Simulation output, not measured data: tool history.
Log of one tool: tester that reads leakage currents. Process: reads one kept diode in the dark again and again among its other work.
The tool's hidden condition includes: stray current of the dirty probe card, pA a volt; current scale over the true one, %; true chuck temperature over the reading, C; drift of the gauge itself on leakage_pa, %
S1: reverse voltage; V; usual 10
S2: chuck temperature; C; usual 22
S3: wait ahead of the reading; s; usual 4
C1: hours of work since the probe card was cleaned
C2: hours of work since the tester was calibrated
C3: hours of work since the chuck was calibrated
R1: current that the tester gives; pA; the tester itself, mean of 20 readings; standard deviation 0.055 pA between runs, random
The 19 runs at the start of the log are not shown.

run 20 hour=2940.2 | S1=15.7 S2=45 S3=4 | C1=3377 C2=559 C3=583 | R1=64.59
run 21 hour=3058.8 | S1=10 S2=37 S3=4 | C1=3457 C2=639 C3=663 | R1=33.29
-- hour=3243.9 probe card cleaned and baked
run 22 hour=3271 | S1=1.2 S2=55 S3=1.36 | C1=18 C2=781 C3=804 | R1=20.68
run 23 hour=3428.7 | S1=3.3 S2=55 S3=1.36 | C1=125 C2=887 C3=911 | R1=36.24
run 24 hour=3627.2 | S1=15.4 S2=23 S3=0.48 | C1=259 C2=1021 C3=1045 | R1=22.41
run 25 hour=3743.1 | S1=3 S2=24 S3=4 | C1=337 C2=1100 C3=1123 | R1=4.63
run 26 hour=3837.4 | S1=6.2 S2=34 S3=4 | C1=401 C2=1163 C3=1187 | R1=13.57
run 27 hour=4054.7 | S1=9.6 S2=29 S3=4 | C1=548 C2=1310 C3=1334 | R1=13.4
run 28 hour=4254.8 | S1=9.6 S2=29 S3=4 | C1=683 C2=1446 C3=1469 | R1=13.95
run 29 hour=4362.8 | S1=10 S2=22 S3=1.08 | C1=756 C2=1519 C3=1542 | R1=12.68
run 30 hour=4536.6 | S1=2.5 S2=25 S3=3.55 | C1=874 C2=1636 C3=1659 | R1=4.73

What if the next run were any one of these 5? Each begins from the tool's condition after run 30:
run A hour=4677.5 | S1=2.3 S2=22 S3=1.71 | C1=969 C2=1731 C3=1755 | R1=?
run B hour=4677.5 | S1=10 S2=42 S3=4 | C1=969 C2=1731 C3=1755 | R1=?
run C hour=4677.5 | S1=5 S2=22 S3=6 | C1=969 C2=1731 C3=1755 | R1=?
run D hour=4677.5 | S1=4.5 S2=34 S3=5.62 | C1=969 C2=1731 C3=1755 | R1=?
run E hour=4677.5 | S1=2.5 S2=24 S3=5.96 | C1=969 C2=1731 C3=1755 | R1=?

run=A R1=4.15
run=B R1=31.64
run=C R1=6.42
run=D R1=11.96
run=E R1=4.54
With no hidden state in the tool, these same runs would have given:
run=A R1=3.41
run=B R1=28.97
run=C R1=4.75
run=D R1=10.69
run=E R1=3.76
